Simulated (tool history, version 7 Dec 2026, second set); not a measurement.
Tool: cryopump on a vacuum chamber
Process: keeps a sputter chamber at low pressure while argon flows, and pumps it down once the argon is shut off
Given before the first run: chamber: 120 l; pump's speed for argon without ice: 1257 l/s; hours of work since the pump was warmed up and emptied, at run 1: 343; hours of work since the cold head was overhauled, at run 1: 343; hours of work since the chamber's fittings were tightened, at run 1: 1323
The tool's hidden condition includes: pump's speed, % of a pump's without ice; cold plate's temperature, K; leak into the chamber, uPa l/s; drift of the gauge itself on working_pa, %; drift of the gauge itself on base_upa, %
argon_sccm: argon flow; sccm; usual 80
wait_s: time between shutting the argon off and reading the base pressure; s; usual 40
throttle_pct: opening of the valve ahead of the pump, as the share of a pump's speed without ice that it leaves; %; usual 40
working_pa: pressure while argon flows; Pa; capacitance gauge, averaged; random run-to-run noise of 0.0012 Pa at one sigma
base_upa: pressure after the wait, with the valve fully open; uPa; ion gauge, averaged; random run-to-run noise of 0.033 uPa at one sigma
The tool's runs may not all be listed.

run,day,argon_sccm,wait_s,throttle_pct,hours of work since the pump was warmed up and emptied,hours of work since the cold head was overhauled,hours of work since the chamber's fittings were tightened,working_pa,base_upa
1,0.000,80,40,40,343,343,1323,0.2802,4.80
2,4.175,80,40,40,411,411,1391,0.2829,4.94
3,6.183,80,40,40,444,444,1424,0.2817,5.03
4,8.629,80,40,40,483,483,1464,0.2865,5.28
# day 9.042: leaking fittings of the chamber tightened, without venting
5,10.912,40,40,40,519,519,30,0.1432,1.89
6,15.529,80,202,40,594,594,105,0.2865,0.88
7,19.433,80,202,40,658,658,169,0.2902,1.06
# day 20.533: pump warmed up, emptied and cooled again
8,22.504,40,40,40,32,704,215,0.1344,2.18
9,25.871,80,40,19,87,759,270,0.5652,2.37
10,29.842,80,40,19,151,823,335,0.5701,2.55
11,32.296,80,20,40,191,863,375,0.2744,4.13
12,35.992,80,20,40,251,923,435,0.2775,4.39
13,40.062,80,20,40,317,989,501,0.2813,4.56
14,43.708,80,20,40,377,1049,560,0.2824,4.62
15,48.046,83,40,49,447,1119,631,0.2444,3.33
16,51.796,83,40,49,508,1180,692,0.2460,3.52
17,54.800,96,183,18,557,1229,740,0.7361,2.51
18,56.879,96,183,18,591,1263,774,0.7383,2.54
19,59.029,96,225,18,626,1298,809,0.7428,2.65
# day 62.208: pump warmed up, emptied and cooled again
20,62.354,96,225,18,2,1348,860,0.7202,2.47
21,64.975,96,225,18,45,1391,902,0.7171,2.51
22,68.975,96,225,18,110,1456,967,0.7285,2.61
23,72.796,123,54,18,172,1518,1029,0.9249,3.67

Consider 3 possible next runs. They are alternatives, not a sequence: every one starts from the tool as it was left by run 23. What does each give?
A,75.225,63,40,46,212,1558,1069,?,?
B,75.225,123,54,19,212,1558,1069,?,?
C,75.225,38,267,25,212,1558,1069,?,?

run,working_pa,base_upa
A,0.1917,4.19
B,0.8827,3.83
C,0.2078,2.96
Stripped of hidden state, with their random variation kept, the same runs would have yielded:
run,working_pa,base_upa
A,0.1849,1.73
B,0.8694,1.34
C,0.2038,0.46
